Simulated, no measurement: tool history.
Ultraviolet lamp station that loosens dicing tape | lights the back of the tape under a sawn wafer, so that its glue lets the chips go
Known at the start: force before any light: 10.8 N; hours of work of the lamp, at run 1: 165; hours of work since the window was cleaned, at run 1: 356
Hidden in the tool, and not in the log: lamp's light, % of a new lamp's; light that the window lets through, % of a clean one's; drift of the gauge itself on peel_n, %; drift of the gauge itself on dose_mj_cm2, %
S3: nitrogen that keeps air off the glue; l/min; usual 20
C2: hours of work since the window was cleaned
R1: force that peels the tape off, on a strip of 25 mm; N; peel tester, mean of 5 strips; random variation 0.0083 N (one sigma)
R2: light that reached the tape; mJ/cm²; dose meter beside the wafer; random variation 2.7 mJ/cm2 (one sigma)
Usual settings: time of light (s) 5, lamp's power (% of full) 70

{"run": 1, "hour": 0.0, "time of light (s)": 5, "lamp's power (% of full)": 70, "S3": 20, "hours of work of the lamp": 165, "C2": 356, "R1": 0.343, "R2": 371}
{"run": 2, "hour": 13.9, "time of light (s)": 5, "lamp's power (% of full)": 70, "S3": 20, "hours of work of the lamp": 172, "C2": 363, "R1": 0.339, "R2": 367}
{"run": 3, "hour": 24.6, "time of light (s)": 5, "lamp's power (% of full)": 70, "S3": 20, "hours of work of the lamp": 178, "C2": 369, "R1": 0.329, "R2": 372}
{"run": 4, "hour": 38.8, "time of light (s)": 5, "lamp's power (% of full)": 61, "S3": 20, "hours of work of the lamp": 186, "C2": 377, "R1": 0.428, "R2": 324}
{"run": 5, "hour": 45.6, "time of light (s)": 5, "lamp's power (% of full)": 61, "S3": 20, "hours of work of the lamp": 190, "C2": 381, "R1": 0.422, "R2": 325}
{"run": 6, "hour": 54.7, "time of light (s)": 5, "lamp's power (% of full)": 79, "S3": 20, "hours of work of the lamp": 195, "C2": 386, "R1": 0.273, "R2": 417}
{"run": 7, "hour": 64.8, "time of light (s)": 5, "lamp's power (% of full)": 79, "S3": 20, "hours of work of the lamp": 200, "C2": 391, "R1": 0.265, "R2": 417}
{"run": 8, "hour": 75.5, "time of light (s)": 6, "lamp's power (% of full)": 70, "S3": 20, "hours of work of the lamp": 206, "C2": 397, "R1": 0.247, "R2": 446}
{"run": 9, "hour": 87.7, "time of light (s)": 6, "lamp's power (% of full)": 70, "S3": 20, "hours of work of the lamp": 213, "C2": 404, "R1": 0.241, "R2": 447}
{"run": 10, "hour": 98.2, "time of light (s)": 6, "lamp's power (% of full)": 70, "S3": 20, "hours of work of the lamp": 219, "C2": 410, "R1": 0.235, "R2": 440}
{"run": 11, "hour": 106.7, "time of light (s)": 6, "lamp's power (% of full)": 70, "S3": 20, "hours of work of the lamp": 223, "C2": 415, "R1": 0.245, "R2": 446}
{"run": 12, "hour": 114.2, "time of light (s)": 5, "lamp's power (% of full)": 93, "S3": 20, "hours of work of the lamp": 228, "C2": 419, "R1": 0.224, "R2": 494}
{"run": 13, "hour": 128.6, "time of light (s)": 5, "lamp's power (% of full)": 93, "S3": 21, "hours of work of the lamp": 236, "C2": 427, "R1": 0.218, "R2": 498}
{"hour": 139.3, "done": "window cleaned of glue's vapour"}
{"run": 14, "hour": 139.8, "time of light (s)": 5, "lamp's power (% of full)": 70, "S3": 20, "hours of work of the lamp": 242, "C2": 0, "R1": 0.338, "R2": 371}
{"run": 15, "hour": 153.9, "time of light (s)": 5, "lamp's power (% of full)": 70, "S3": 20, "hours of work of the lamp": 249, "C2": 8, "R1": 0.323, "R2": 370}
{"run": 16, "hour": 164.1, "time of light (s)": 5, "lamp's power (% of full)": 70, "S3": 20, "hours of work of the lamp": 255, "C2": 14, "R1": 0.331, "R2": 372}
{"run": 17, "hour": 171.5, "time of light (s)": 5, "lamp's power (% of full)": 95, "S3": 20, "hours of work of the lamp": 259, "C2": 18, "R1": 0.213, "R2": 502}
{"run": 18, "hour": 179.0, "time of light (s)": 4, "lamp's power (% of full)": 70, "S3": 20, "hours of work of the lamp": 263, "C2": 22, "R1": 0.529, "R2": 295}
{"run": 19, "hour": 188.0, "time of light (s)": 4, "lamp's power (% of full)": 70, "S3": 20, "hours of work of the lamp": 268, "C2": 27, "R1": 0.542, "R2": 298}
{"run": 20, "hour": 195.7, "time of light (s)": 4, "lamp's power (% of full)": 70, "S3": 20, "hours of work of the lamp": 272, "C2": 31, "R1": 0.529, "R2": 297}
{"run": 21, "hour": 201.7, "time of light (s)": 4, "lamp's power (% of full)": 70, "S3": 20, "hours of work of the lamp": 276, "C2": 35, "R1": 0.523, "R2": 298}
{"run": 22, "hour": 213.6, "time of light (s)": 5, "lamp's power (% of full)": 70, "S3": 20, "hours of work of the lamp": 282, "C2": 41, "R1": 0.313, "R2": 369}
{"run": 23, "hour": 223.4, "time of light (s)": 5, "lamp's power (% of full)": 70, "S3": 20, "hours of work of the lamp": 288, "C2": 46, "R1": 0.333, "R2": 371}
{"run": 24, "hour": 237.1, "time of light (s)": 5, "lamp's power (% of full)": 70, "S3": 19, "hours of work of the lamp": 295, "C2": 54, "R1": 0.322, "R2": 368}
{"run": 25, "hour": 247.0, "time of light (s)": 5, "lamp's power (% of full)": 70, "S3": 13, "hours of work of the lamp": 301, "C2": 60, "R1": 0.425, "R2": 373}
{"run": 26, "hour": 255.9, "time of light (s)": 5, "lamp's power (% of full)": 70, "S3": 13, "hours of work of the lamp": 306, "C2": 64, "R1": 0.413, "R2": 366}
{"run": 27, "hour": 266.0, "time of light (s)": 5, "lamp's power (% of full)": 87, "S3": 10, "hours of work of the lamp": 311, "C2": 70, "R1": 0.306, "R2": 462}
{"run": 28, "hour": 275.6, "time of light (s)": 10, "lamp's power (% of full)": 61, "S3": 20, "hours of work of the lamp": 317, "C2": 75, "R1": 0.189, "R2": 642}
{"run": 29, "hour": 283.3, "time of light (s)": 5, "lamp's power (% of full)": 70, "S3": 13, "hours of work of the lamp": 321, "C2": 80, "R1": 0.426, "R2": 371}
{"run": 30, "hour": 290.7, "time of light (s)": 5, "lamp's power (% of full)": 70, "S3": 17, "hours of work of the lamp": 325, "C2": 84, "R1": 0.364, "R2": 371}
{"run": 31, "hour": 300.9, "time of light (s)": 2, "lamp's power (% of full)": 82, "S3": 10, "hours of work of the lamp": 331, "C2": 89, "R1": 2.194, "R2": 172}
{"run": 32, "hour": 313.1, "time of light (s)": 9, "lamp's power (% of full)": 82, "S3": 22, "hours of work of the lamp": 337, "C2": 96, "R1": 0.175, "R2": 774}
{"run": 33, "hour": 322.8, "time of light (s)": 5, "lamp's power (% of full)": 70, "S3": 10, "hours of work of the lamp": 343, "C2": 101, "R1": 0.506, "R2": 369}
{"run": 34, "hour": 336.5, "time of light (s)": 4, "lamp's power (% of full)": 66, "S3": 12, "hours of work of the lamp": 350, "C2": 109, "R1": 0.852, "R2": 280}
{"run": 35, "hour": 351.0, "time of light (s)": 5, "lamp's power (% of full)": 96, "S3": 20, "hours of work of the lamp": 358, "C2": 117, "R1": 0.208, "R2": 511}
{"run": 36, "hour": 357.0, "time of light (s)": 2, "lamp's power (% of full)": 77, "S3": 11, "hours of work of the lamp": 362, "C2": 120, "R1": 2.35, "R2": 164}
{"run": 37, "hour": 367.6, "time of light (s)": 5, "lamp's power (% of full)": 70, "S3": 23, "hours of work of the lamp": 367, "C2": 126, "R1": 0.321, "R2": 371}
{"run": 38, "hour": 379.5, "time of light (s)": 7, "lamp's power (% of full)": 71, "S3": 32, "hours of work of the lamp": 374, "C2": 133, "R1": 0.203, "R2": 526}
{"run": 39, "hour": 391.6, "time of light (s)": 6, "lamp's power (% of full)": 66, "S3": 29, "hours of work of the lamp": 381, "C2": 139, "R1": 0.245, "R2": 418}
{"run": 40, "hour": 398.1, "time of light (s)": 2, "lamp's power (% of full)": 97, "S3": 14, "hours of work of the lamp": 384, "C2": 143, "R1": 1.442, "R2": 206}
{"run": 41, "hour": 409.0, "time of light (s)": 2, "lamp's power (% of full)": 97, "S3": 14, "hours of work of the lamp": 390, "C2": 149, "R1": 1.407, "R2": 207}
{"run": 42, "hour": 421.5, "time of light (s)": 3, "lamp's power (% of full)": 70, "S3": 22, "hours of work of the lamp": 397, "C2": 156, "R1": 0.972, "R2": 222}
{"run": 43, "hour": 432.1, "time of light (s)": 3, "lamp's power (% of full)": 70, "S3": 22, "hours of work of the lamp": 403, "C2": 162, "R1": 0.963, "R2": 221}

Forecast each of these 3 alternatives for the next run:
{"run": "A", "hour": 442.5, "time of light (s)": 6, "lamp's power (% of full)": 70, "S3": 20, "hours of work of the lamp": 409, "C2": 168, "R1": "?", "R2": "?"}
{"run": "B", "hour": 442.5, "time of light (s)": 2, "lamp's power (% of full)": 70, "S3": 8, "hours of work of the lamp": 409, "C2": 168, "R1": "?", "R2": "?"}
{"run": "C", "hour": 442.5, "time of light (s)": 4, "lamp's power (% of full)": 70, "S3": 7, "hours of work of the lamp": 409, "C2": 168, "R1": "?", "R2": "?"}

run=A R1=0.248 R2=444
run=B R1=3.096 R2=146
run=C R1=1.028 R2=292
Without the tool's hidden state the same runs would have given:
run=A R1=0.248 R2=445
run=B R1=3.089 R2=147
run=C R1=1.024 R2=293
